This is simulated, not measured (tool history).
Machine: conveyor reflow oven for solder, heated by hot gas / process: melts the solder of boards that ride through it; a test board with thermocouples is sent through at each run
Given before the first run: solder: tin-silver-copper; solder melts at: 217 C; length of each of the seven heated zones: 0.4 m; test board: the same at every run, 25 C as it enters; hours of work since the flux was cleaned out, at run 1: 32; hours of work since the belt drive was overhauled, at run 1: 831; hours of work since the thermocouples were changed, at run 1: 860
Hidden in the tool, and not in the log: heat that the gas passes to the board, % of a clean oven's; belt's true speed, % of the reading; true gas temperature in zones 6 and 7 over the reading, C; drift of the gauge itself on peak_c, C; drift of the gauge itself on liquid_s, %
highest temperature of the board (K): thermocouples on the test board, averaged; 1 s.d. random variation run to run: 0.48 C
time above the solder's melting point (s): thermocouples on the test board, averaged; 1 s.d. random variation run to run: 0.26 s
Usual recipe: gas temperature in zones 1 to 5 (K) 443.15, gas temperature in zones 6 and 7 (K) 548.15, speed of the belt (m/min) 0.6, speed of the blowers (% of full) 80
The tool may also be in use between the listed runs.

run	day	gas temperature in zones 1 to 5 (K)	gas temperature in zones 6 and 7 (K)	speed of the belt (m/min)	speed of the blowers (% of full)	hours of work since the flux was cleaned out	hours of work since the belt drive was overhauled	hours of work since the thermocouples were changed	highest temperature of the board (K)	time above the solder's melting point (s)
1	0	443.15	548.15	0.6	80	32	831	860	536.35	66.4
2	1.608	443.15	548.15	0.6	80	51	851	879	537.65	67.1
3	2.812	443.15	548.15	0.6	50	65	865	893	528.55	60.5
4	3.967	443.15	548.15	0.6	50	79	879	907	528.35	60.1
5	5.146	443.15	548.15	0.6	50	93	893	921	528.05	60.1
6	6.558	443.15	548.15	0.6	50	110	910	938	528.05	60.3
7	8.029	443.15	548.15	0.522	80	128	927	956	540.35	79.3
8	9.425	443.15	548.15	0.6	80	144	944	972	534.55	66.8
9	11.162	443.15	548.15	0.6	80	165	965	993	535.55	66.7
10	12.233	443.15	548.15	0.6	80	178	978	1006	536.85	66.6
# day 12.55: thermocouples of zones 6 and 7 changed
11	13.7	443.15	548.15	0.6	80	195	994	14	536.15	67
12	15.092	443.15	548.15	0.547	83	211	1011	30	540.95	75.2
# day 15.946: belt drive overhauled, speed set with a stopwatch
13	16.938	443.15	548.15	0.547	83	231	12	50	539.05	75.2
14	17.946	443.15	548.15	0.547	83	243	24	63	538.85	75.3

Forecast run 15:
15	18.75	443.15	548.15	0.571	83	253	34	72	?	?

{"run 15": {"highest temperature of the board (K)": 538.95, "time above the solder's melting point (s)": 71.3}}
With no hidden state in the tool, this same run would have given highest temperature of the board (K) 539.05, time above the solder's melting point (s) 71.4.
